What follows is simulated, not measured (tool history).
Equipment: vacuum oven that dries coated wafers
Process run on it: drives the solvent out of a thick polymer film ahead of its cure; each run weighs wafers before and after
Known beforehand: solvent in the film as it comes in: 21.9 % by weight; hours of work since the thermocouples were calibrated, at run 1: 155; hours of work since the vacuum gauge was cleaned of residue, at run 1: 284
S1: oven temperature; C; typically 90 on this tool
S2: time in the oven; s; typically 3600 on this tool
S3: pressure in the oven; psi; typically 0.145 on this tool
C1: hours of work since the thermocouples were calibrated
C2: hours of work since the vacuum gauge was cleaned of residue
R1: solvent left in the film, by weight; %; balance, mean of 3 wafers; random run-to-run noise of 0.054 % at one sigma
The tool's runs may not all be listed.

{"run": 1, "hour": 0.0, "S1": 90, "S2": 3600, "S3": 0.145, "C1": 155, "C2": 284, "R1": 3.43}
{"run": 2, "hour": 6.9, "S1": 90, "S2": 3600, "S3": 0.145, "C1": 160, "C2": 288, "R1": 3.35}
{"run": 3, "hour": 18.4, "S1": 90, "S2": 3600, "S3": 0.145, "C1": 168, "C2": 296, "R1": 3.45}
{"run": 4, "hour": 31.5, "S1": 81, "S2": 3600, "S3": 0.145, "C1": 177, "C2": 305, "R1": 7.05}
{"run": 5, "hour": 40.2, "S1": 81, "S2": 3600, "S3": 0.145, "C1": 183, "C2": 311, "R1": 6.9}
{"run": 6, "hour": 53.5, "S1": 90, "S2": 3600, "S3": 0.145, "C1": 192, "C2": 320, "R1": 3.44}
{"run": 7, "hour": 66.8, "S1": 90, "S2": 3600, "S3": 0.145, "C1": 201, "C2": 329, "R1": 3.39}
{"run": 8, "hour": 79.0, "S1": 90, "S2": 3600, "S3": 0.145, "C1": 210, "C2": 338, "R1": 3.5}
{"run": 9, "hour": 93.0, "S1": 90, "S2": 3600, "S3": 0.145, "C1": 219, "C2": 347, "R1": 3.5}
{"run": 10, "hour": 106.4, "S1": 90, "S2": 5580, "S3": 0.145, "C1": 228, "C2": 357, "R1": 1.77}
{"run": 11, "hour": 120.1, "S1": 90, "S2": 6120, "S3": 0.145, "C1": 238, "C2": 366, "R1": 1.43}
{"run": 12, "hour": 128.6, "S1": 90, "S2": 6120, "S3": 0.145, "C1": 244, "C2": 372, "R1": 1.53}
{"run": 13, "hour": 137.6, "S1": 82, "S2": 5160, "S3": 0.252, "C1": 250, "C2": 378, "R1": 5.01}
{"run": 14, "hour": 145.7, "S1": 100, "S2": 2940, "S3": 0.252, "C1": 255, "C2": 384, "R1": 2.03}
{"run": 15, "hour": 151.9, "S1": 100, "S2": 2940, "S3": 0.252, "C1": 260, "C2": 388, "R1": 1.98}
{"run": 16, "hour": 161.4, "S1": 100, "S2": 2940, "S3": 0.252, "C1": 266, "C2": 394, "R1": 1.98}
{"run": 17, "hour": 171.5, "S1": 100, "S2": 2940, "S3": 0.252, "C1": 273, "C2": 401, "R1": 2.06}
{"run": 18, "hour": 182.0, "S1": 93, "S2": 6060, "S3": 0.395, "C1": 280, "C2": 408, "R1": 2.27}
{"run": 19, "hour": 193.6, "S1": 93, "S2": 6060, "S3": 0.395, "C1": 288, "C2": 416, "R1": 2.25}
{"run": 20, "hour": 202.1, "S1": 90, "S2": 3600, "S3": 0.117, "C1": 294, "C2": 422, "R1": 3.21}
{"run": 21, "hour": 209.2, "S1": 90, "S2": 3600, "S3": 0.117, "C1": 299, "C2": 427, "R1": 3.25}

Predict the results of run 22:
{"run": 22, "hour": 222.2, "S1": 102, "S2": 3720, "S3": 0.1, "C1": 308, "C2": 436, "R1": "?"}

For run 22 the tool returned R1 0.68 %.
On a tool with no hidden condition, and with the same random variation, this run would have come out at R1 0.67 %.

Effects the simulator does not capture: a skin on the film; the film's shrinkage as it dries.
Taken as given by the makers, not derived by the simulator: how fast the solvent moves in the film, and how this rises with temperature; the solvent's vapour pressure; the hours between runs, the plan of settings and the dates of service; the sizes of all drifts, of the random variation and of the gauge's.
